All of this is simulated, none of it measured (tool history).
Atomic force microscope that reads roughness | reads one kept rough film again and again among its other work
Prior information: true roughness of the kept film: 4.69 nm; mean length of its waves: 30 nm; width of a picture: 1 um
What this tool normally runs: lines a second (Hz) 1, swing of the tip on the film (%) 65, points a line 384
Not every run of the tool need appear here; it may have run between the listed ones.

run	hour	lines a second (Hz)	swing of the tip on the film (%)	points a line	roughness of the kept film (nm (root mean square))
1	0	1	65	384	2.581
2	8.5	1	65	384	2.551
3	15.7	1	65	384	2.519
4	27.8	1	65	384	3.665
5	36.4	1	65	384	3.614
6	47.6	1	84	384	3.375
7	52.4	1	84	384	3.339
8	62.1	1	84	384	3.261
9	68.3	1	84	384	3.222
10	73.2	0.66	65	384	3.272
11	84.4	0.66	65	384	3.164
12	90	0.66	65	384	3.125
13	97.4	1	65	877	3.045
14	104.9	2.99	65	384	2.93
15	112.6	1	65	384	2.927
16	119	1	65	384	2.907
17	128.4	1	65	384	2.834
18	133.6	3.37	65	384	2.706
19	145.1	2.72	65	384	2.693
20	155.1	2.72	65	384	2.591
21	160.6	2.72	72	384	2.549
22	168.7	0.55	65	384	3.773
23	178	0.55	65	384	3.643
24	189.1	0.76	58	734	3.595
25	197.9	1	68	384	3.441
26	205.5	1	71	403	3.375
27	211	1	65	318	3.312
28	220.9	1	65	318	3.221
29	230.5	2.57	85	521	2.924
30	241.7	2.57	85	521	2.868
31	247.6	1.86	61	930	3.028
32	256.5	0.53	88	372	2.934
33	266.7	0.52	73	968	2.93
34	275.1	2.66	85	653	2.628
35	284.3	2.66	85	653	2.585
36	291.1	0.58	74	680	2.754
37	296.2	0.58	74	680	2.741
38	305.5	0.92	65	384	2.661
39	314.6	0.68	71	429	3.781
40	326	0.68	71	429	3.655
41	331.7	3.46	71	550	3.446
42	337.5	3.75	67	285	3.352
43	348.8	1	71	444	3.443
44	354.5	1.18	65	863	3.398
45	362.2	1.67	59	863	3.336
46	370.3	1.67	59	863	3.241

Withheld: 3 entries from between the runs. Position of each, and hidden state at the listed run before versus the listed run after:
Run 3 -> run 4: new tip fitted (hour 19.2)
  radius of the tip, nm: 40 -> 11.9
  measured result minus the result with no hidden state, roughness of the kept film (nm (root mean square)): -1.293 -> -0.127
Run 21 -> run 22: new tip fitted (hour 166.9)
  radius of the tip, nm: 35.9 -> 11.2
  measured result minus the result with no hidden state, roughness of the kept film (nm (root mean square)): -1.133 -> -0.086
Run 38 -> run 39: new tip fitted (hour 314.6)
  radius of the tip, nm: 35.4 -> 10.5
  measured result minus the result with no hidden state, roughness of the kept film (nm (root mean square)): -1.159 -> -0.041
